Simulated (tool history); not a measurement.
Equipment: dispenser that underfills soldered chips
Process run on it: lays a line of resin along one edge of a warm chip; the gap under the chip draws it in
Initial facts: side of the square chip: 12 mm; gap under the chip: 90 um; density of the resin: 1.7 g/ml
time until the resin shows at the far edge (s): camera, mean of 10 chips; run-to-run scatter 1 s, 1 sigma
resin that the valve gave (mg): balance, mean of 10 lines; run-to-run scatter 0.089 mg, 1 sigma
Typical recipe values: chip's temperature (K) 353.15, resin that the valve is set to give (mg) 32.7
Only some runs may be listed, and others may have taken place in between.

| run | day | chip's temperature (K) | resin that the valve is set to give (mg) | time until the resin shows at the far edge (s) | resin that the valve gave (mg) |
|---|---|---|---|---|---|
| 1 | 0.000 | 353.15 | 32.7 | 104.8 | 31.63 |
|  | 0.254 | new syringe of resin |
| 2 | 0.367 | 353.15 | 37.0 | 103.1 | 35.75 |
| 3 | 0.546 | 353.15 | 41.5 | 120.3 | 40.18 |
|  | 0.654 | new syringe of resin |
| 4 | 0.758 | 353.15 | 41.5 | 96.7 | 40.12 |
|  | 0.879 | dispensing valve cleaned and set on the balance |
|  | 1.108 | new syringe of resin |
| 5 | 1.167 | 353.15 | 31.3 | 96.0 | 31.09 |
| 6 | 1.346 | 353.15 | 32.7 | 112.3 | 32.57 |
|  | 1.496 | new syringe of resin |
| 7 | 1.588 | 353.15 | 32.7 | 98.0 | 32.47 |
| 8 | 1.796 | 353.15 | 34.5 | 118.6 | 34.32 |
|  | 1.883 | new syringe of resin |
| 9 | 2.025 | 353.15 | 32.7 | 105.6 | 32.39 |
| 10 | 2.221 | 353.15 | 32.7 | 126.0 | 32.25 |
|  | 2.283 | new syringe of resin |
| 11 | 2.479 | 353.15 | 33.2 | 109.4 | 32.64 |
| 12 | 2.650 | 353.15 | 33.2 | 128.3 | 32.63 |
|  | 2.688 | new syringe of resin |
| 13 | 2.862 | 353.15 | 35.7 | 105.4 | 35.07 |
|  | 3.100 | new syringe of resin |
| 14 | 3.271 | 353.15 | 35.7 | 103.7 | 34.86 |
|  | 3.492 | new syringe of resin |
| 15 | 3.571 | 353.15 | 32.7 | 95.2 | 31.88 |
| 16 | 3.812 | 353.15 | 32.7 | 121.9 | 31.83 |
|  | 3.883 | new syringe of resin |
| 17 | 4.171 | 343.15 | 32.7 | 197.1 | 31.57 |
|  | 4.283 | new syringe of resin |
|  | 4.325 | dispensing valve cleaned and set on the balance |
| 18 | 4.542 | 343.15 | 32.7 | 180.7 | 32.60 |
|  | 4.729 | new syringe of resin |
| 19 | 4.788 | 357.15 | 32.7 | 78.0 | 32.60 |
|  | 5.112 | new syringe of resin |
| 20 | 5.196 | 357.15 | 34.0 | 78.9 | 33.68 |
| 21 | 5.396 | 342.15 | 34.6 | 196.1 | 34.10 |
|  | 5.504 | new syringe of resin |
| 22 | 5.679 | 344.15 | 33.5 | 160.2 | 32.96 |
|  | 5.900 | new syringe of resin |
| 23 | 6.042 | 345.15 | 36.6 | 150.7 | 35.99 |
|  | 6.288 | new syringe of resin |
| 24 | 6.288 | 345.15 | 36.6 | 127.8 | 35.87 |
|  | 6.679 | new syringe of resin |
| 25 | 6.679 | 345.15 | 36.6 | 129.6 | 35.70 |
| 26 | 6.925 | 345.15 | 30.9 | 166.2 | 30.14 |
|  | 7.083 | new syringe of resin |
| 27 | 7.121 | 348.15 | 28.8 | 123.3 | 28.03 |
|  | 7.475 | new syringe of resin |
| 28 | 7.521 | 356.15 | 31.5 | 80.4 | 30.55 |
|  | 7.767 | dispensing valve cleaned and set on the balance |
|  | 7.908 | new syringe of resin |
| 29 | 7.925 | 368.15 | 40.8 | 43.8 | 40.75 |
| 30 | 8.117 | 368.15 | 40.8 | 51.9 | 40.63 |
|  | 8.292 | new syringe of resin |
| 31 | 8.504 | 343.15 | 32.7 | 174.4 | 32.48 |
|  | 8.700 | new syringe of resin |
| 32 | 8.767 | 343.15 | 30.3 | 158.4 | 30.07 |
| 33 | 9.050 | 353.15 | 37.7 | 121.6 | 37.32 |
|  | 9.096 | new syringe of resin |
| 34 | 9.404 | 359.15 | 30.7 | 91.4 | 30.36 |
|  | 9.488 | new syringe of resin |
| 35 | 9.688 | 359.15 | 30.7 | 81.6 | 30.01 |
|  | 9.888 | new syringe of resin |
| 36 | 10.075 | 359.15 | 30.7 | 78.9 | 29.98 |

3 ways to go on from here, each from the tool as it stands after run 36. What would each give?
|  | 10.275 | new syringe of resin |
| A | 10.375 | 343.15 | 30.7 | ? | ? |
|  | 10.275 | new syringe of resin |
| B | 10.375 | 344.15 | 35.0 | ? | ? |
|  | 10.275 | new syringe of resin |
| C | 10.375 | 340.15 | 38.8 | ? | ? |

| run | time until the resin shows at the far edge (s) | resin that the valve gave (mg) |
|---|---|---|
| A | 160.5 | 29.90 |
| B | 146.7 | 34.27 |
| C | 182.5 | 37.86 |
Stripped of hidden state, with their random variation kept, the same runs would have yielded:
| run | time until the resin shows at the far edge (s) | resin that the valve gave (mg) |
|---|---|---|
| A | 162.9 | 30.67 |
| B | 149.2 | 35.15 |
| C | 186.4 | 38.84 |

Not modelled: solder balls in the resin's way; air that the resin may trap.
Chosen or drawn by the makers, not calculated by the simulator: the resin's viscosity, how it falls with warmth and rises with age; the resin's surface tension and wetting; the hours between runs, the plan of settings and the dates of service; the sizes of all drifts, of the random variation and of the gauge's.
